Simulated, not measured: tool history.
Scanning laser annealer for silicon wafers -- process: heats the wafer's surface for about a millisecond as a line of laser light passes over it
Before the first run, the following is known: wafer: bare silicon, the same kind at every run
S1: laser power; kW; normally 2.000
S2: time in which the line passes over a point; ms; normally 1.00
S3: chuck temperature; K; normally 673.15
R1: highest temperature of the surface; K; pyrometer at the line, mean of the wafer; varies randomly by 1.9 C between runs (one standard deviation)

Run 1, hour 0.0: usual settings. Result: R1 1438.15 K.
Run 2, hour 15.0: usual settings but S2 1.09 ms. Result: R1 1467.15 K.
Run 3, hour 32.7: usual settings but S2 1.09 ms. Result: R1 1466.15 K.
Run 4, hour 48.2: usual settings but S1 2.145 kW, S2 1.09 ms. Result: R1 1518.15 K.
Run 5, hour 61.7: usual settings but S1 2.145 kW, S2 1.09 ms. Result: R1 1522.15 K.
Run 6, hour 79.4: usual settings but S1 2.145 kW, S2 1.09 ms. Result: R1 1522.15 K.
Run 7, hour 97.0: usual settings but S1 2.145 kW, S2 1.09 ms. Result: R1 1520.15 K.
Run 8, hour 119.2: usual settings but S1 2.145 kW, S2 1.09 ms. Result: R1 1518.15 K.
Run 9, hour 134.8: usual settings but S1 2.145 kW, S2 1.23 ms, S3 677.15 K. Result: R1 1572.15 K.
At hour 147.1: window over the wafer cleaned.
Run 10, hour 161.2: usual settings but S1 2.193 kW, S2 0.90 ms, S3 682.15 K. Result: R1 1477.15 K.
Run 11, hour 180.2: usual settings but S1 1.838 kW, S2 0.90 ms, S3 682.15 K. Result: R1 1354.15 K.
Run 12, hour 195.9: usual settings but S1 1.838 kW, S2 0.90 ms, S3 682.15 K. Result: R1 1354.15 K.
Run 13, hour 213.2: usual settings but S1 1.707 kW, S2 1.25 ms, S3 684.15 K. Result: R1 1413.15 K.

Forecast each of these 3 alternatives for the next run:
Run A, hour 226.1: usual settings but S1 1.717 kW, S2 1.25 ms, S3 680.15 K. Result: R1 ?.
Run B, hour 226.1: usual settings but S1 1.748 kW, S3 703.15 K. Result: R1 ?.
Run C, hour 226.1: usual settings but S2 1.24 ms. Result: R1 ?.

run       R1
  A  1415.15
  B  1378.15
  C  1510.15
Take away the tool's hidden state, keep each run's random variation, and the runs would have read:
run       R1
  A  1416.15
  B  1378.15
  C  1510.15
